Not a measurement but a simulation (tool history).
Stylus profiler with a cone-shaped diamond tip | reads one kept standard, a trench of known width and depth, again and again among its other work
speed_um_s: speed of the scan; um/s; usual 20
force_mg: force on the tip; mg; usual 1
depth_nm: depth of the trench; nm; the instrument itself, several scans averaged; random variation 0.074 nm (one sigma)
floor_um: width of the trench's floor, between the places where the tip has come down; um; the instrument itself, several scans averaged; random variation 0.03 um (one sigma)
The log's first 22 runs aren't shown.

| run | hour | speed_um_s | force_mg | scans with this tip | hours of work since the height scale was calibrated | depth_nm | floor_um |
|---|---|---|---|---|---|---|---|
| 23 | 856 | 9 | 0.52 | 4110 | 787 | 100.1 | 47.66 |
| 24 | 914.5 | 9 | 0.52 | 4285 | 821 | 100.15 | 47.59 |
| 25 | 939.1 | 20 | 2.46 | 4359 | 835 | 101.12 | 47.65 |
| 26 | 988.8 | 11 | 1.01 | 4508 | 863 | 100.44 | 47.67 |
| 27 | 1026.3 | 11 | 1.01 | 4621 | 885 | 100.46 | 47.62 |
| 28 | 1053.8 | 36 | 2.22 | 4703 | 901 | 100.91 | 47.48 |
| 29 | 1098.5 | 37 | 1 | 4837 | 927 | 100.31 | 47.42 |
| 30 | 1144.5 | 33 | 1.51 | 4975 | 953 | 100.6 | 47.49 |
| 31 | 1181 | 33 | 1.51 | 5084 | 974 | 100.55 | 47.49 |
| 32 | 1240.8 | 17 | 1.78 | 5264 | 1008 | 100.76 | 47.59 |
| 33 | 1265.6 | 14 | 1 | 5338 | 1022 | 100.31 | 47.53 |

Forecast each of these 5 alternatives for the next run:
| A | 1301.7 | 8 | 1.28 | 5446 | 1043 | ? | ? |
| B | 1301.7 | 25 | 0.51 | 5446 | 1043 | ? | ? |
| C | 1301.7 | 68 | 1.46 | 5446 | 1043 | ? | ? |
| D | 1301.7 | 40 | 1.16 | 5446 | 1043 | ? | ? |
| E | 1301.7 | 20 | 1.37 | 5446 | 1043 | ? | ? |

| run | depth_nm | floor_um |
|---|---|---|
| A | 100.41 | 47.64 |
| B | 99.96 | 47.33 |
| C | 100.53 | 47.16 |
| D | 100.34 | 47.33 |
| E | 100.55 | 47.49 |
Without the tool's hidden state the same runs would have given:
| run | depth_nm | floor_um |
|---|---|---|
| A | 100.83 | 47.96 |
| B | 100.38 | 47.65 |
| C | 100.95 | 47.48 |
| D | 100.76 | 47.65 |
| E | 100.97 | 47.81 |
